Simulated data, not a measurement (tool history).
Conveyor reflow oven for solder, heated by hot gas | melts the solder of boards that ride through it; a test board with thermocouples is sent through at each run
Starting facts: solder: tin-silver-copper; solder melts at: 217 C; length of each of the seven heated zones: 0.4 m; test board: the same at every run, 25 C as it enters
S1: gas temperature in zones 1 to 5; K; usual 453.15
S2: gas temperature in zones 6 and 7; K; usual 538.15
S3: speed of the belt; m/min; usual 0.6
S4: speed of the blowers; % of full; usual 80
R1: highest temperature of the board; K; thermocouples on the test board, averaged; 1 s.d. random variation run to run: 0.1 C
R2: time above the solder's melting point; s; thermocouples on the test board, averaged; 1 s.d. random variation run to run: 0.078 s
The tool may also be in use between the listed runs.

{"run": 1, "day": 0.0, "S1": 453.15, "S2": 538.15, "S3": 0.6, "S4": 80, "R1": 523.85, "R2": 61.95}
{"run": 2, "day": 0.517, "S1": 453.15, "S2": 538.15, "S3": 0.6, "S4": 80, "R1": 523.85, "R2": 61.95}
{"run": 3, "day": 1.271, "S1": 453.15, "S2": 541.15, "S3": 0.6, "S4": 80, "R1": 526.55, "R2": 63.76}
{"run": 4, "day": 1.779, "S1": 453.15, "S2": 541.15, "S3": 0.6, "S4": 80, "R1": 526.35, "R2": 63.57}
{"run": 5, "day": 2.508, "S1": 453.15, "S2": 538.15, "S3": 0.6, "S4": 68, "R1": 521.85, "R2": 59.48}
{"run": 6, "day": 2.933, "S1": 453.15, "S2": 538.15, "S3": 0.6, "S4": 80, "R1": 523.85, "R2": 61.82}
{"run": 7, "day": 3.692, "S1": 453.15, "S2": 538.15, "S3": 0.6, "S4": 80, "R1": 523.75, "R2": 61.89}
{"run": 8, "day": 4.15, "S1": 453.15, "S2": 538.15, "S3": 0.6, "S4": 80, "R1": 523.75, "R2": 61.76}
{"run": 9, "day": 4.458, "S1": 453.15, "S2": 538.15, "S3": 0.6, "S4": 80, "R1": 523.75, "R2": 61.66}
{"run": 10, "day": 5.071, "S1": 453.15, "S2": 538.15, "S3": 0.6, "S4": 80, "R1": 523.85, "R2": 61.58}
{"run": 11, "day": 5.558, "S1": 453.15, "S2": 538.15, "S3": 0.6, "S4": 80, "R1": 523.95, "R2": 61.6}
{"day": 5.675, "done": "thermocouples of zones 6 and 7 changed"}
{"run": 12, "day": 6.367, "S1": 453.15, "S2": 538.15, "S3": 0.6, "S4": 66, "R1": 521.65, "R2": 59.4}
{"run": 13, "day": 6.95, "S1": 453.15, "S2": 538.15, "S3": 0.6, "S4": 80, "R1": 524.25, "R2": 62.02}
{"day": 7.229, "done": "flux residue cleaned out of gas plates and filters"}
{"run": 14, "day": 7.479, "S1": 453.15, "S2": 538.15, "S3": 0.6, "S4": 80, "R1": 523.35, "R2": 60.98}
{"run": 15, "day": 8.054, "S1": 453.15, "S2": 538.15, "S3": 0.6, "S4": 80, "R1": 523.05, "R2": 60.85}
{"run": 16, "day": 8.783, "S1": 453.15, "S2": 538.15, "S3": 0.6, "S4": 80, "R1": 523.15, "R2": 60.84}
{"run": 17, "day": 9.175, "S1": 460.15, "S2": 538.15, "S3": 0.511, "S4": 80, "R1": 528.15, "R2": 80.7}
{"run": 18, "day": 9.683, "S1": 453.15, "S2": 531.15, "S3": 0.6, "S4": 80, "R1": 516.95, "R2": 55.7}
{"run": 19, "day": 10.038, "S1": 453.15, "S2": 535.15, "S3": 0.6, "S4": 80, "R1": 520.35, "R2": 58.71}
{"run": 20, "day": 10.588, "S1": 468.15, "S2": 544.15, "S3": 0.622, "S4": 69, "R1": 528.15, "R2": 68.19}
{"run": 21, "day": 10.95, "S1": 453.15, "S2": 538.15, "S3": 0.6, "S4": 58, "R1": 518.75, "R2": 55.72}
{"run": 22, "day": 11.471, "S1": 453.15, "S2": 538.15, "S3": 0.6, "S4": 58, "R1": 518.85, "R2": 55.7}
{"day": 11.992, "done": "flux residue cleaned out of gas plates and filters, once more"}
{"run": 23, "day": 12.133, "S1": 446.15, "S2": 548.15, "S3": 0.6, "S4": 56, "R1": 528.45, "R2": 61.36}
{"run": 24, "day": 12.546, "S1": 467.15, "S2": 538.15, "S3": 0.6, "S4": 80, "R1": 528.05, "R2": 71.81}
{"run": 25, "day": 13.171, "S1": 467.15, "S2": 538.15, "S3": 0.6, "S4": 80, "R1": 527.75, "R2": 71.75}
{"run": 26, "day": 13.767, "S1": 467.15, "S2": 538.15, "S3": 0.6, "S4": 80, "R1": 527.75, "R2": 71.77}
{"run": 27, "day": 14.358, "S1": 464.15, "S2": 538.15, "S3": 0.6, "S4": 75, "R1": 526.55, "R2": 69.28}
{"run": 28, "day": 14.779, "S1": 453.15, "S2": 538.15, "S3": 0.717, "S4": 82, "R1": 521.15, "R2": 49.14}
{"run": 29, "day": 15.092, "S1": 466.15, "S2": 529.15, "S3": 0.6, "S4": 59, "R1": 516.75, "R2": 61.95}
{"run": 30, "day": 15.4, "S1": 466.15, "S2": 529.15, "S3": 0.6, "S4": 59, "R1": 516.75, "R2": 61.95}
{"run": 31, "day": 15.921, "S1": 466.15, "S2": 529.15, "S3": 0.6, "S4": 59, "R1": 516.45, "R2": 61.85}

A few steps of R1 between consecutive runs. Split each: what settings, incoming material and random variation would produce without the hidden state, and what is left over for the hidden state, along with gauge scatter present in only one of the two compared results (measured, and without hidden state):
The tool's hidden condition here consists of: heat that the gas passes to the board, % of a clean oven's; belt's true speed, % of the reading; true gas temperature in zones 6 and 7 over the reading, C; drift of the gauge itself on peak_c, C; drift of the gauge itself on liquid_s, %.
Run 13 -> 14: flux residue cleaned out of gas plates and filters. R1 -0.9 K: hidden state -1.1, all else +0.2.
Run 16 -> 17: S1 453.15 -> 460.15, S3 0.6 -> 0.511. R1 +5 K: hidden state +0.8, all else +4.2.
Run 17 -> 18: S1 460.15 -> 453.15, S2 538.15 -> 531.15, S3 0.511 -> 0.6. R1 -11.2 K: hidden state -0.6, all else -10.6.
Run 20 -> 21: S1 468.15 -> 453.15, S2 544.15 -> 538.15, S3 0.622 -> 0.6, S4 69 -> 58. R1 -9.4 K: hidden state -0.1, all else -9.3.
Run 22 -> 23: S1 453.15 -> 446.15, S2 538.15 -> 548.15, S4 58 -> 56, flux residue cleaned out of gas plates and filters, once more. R1 +9.6 K: hidden state +2.9, all else +6.7.
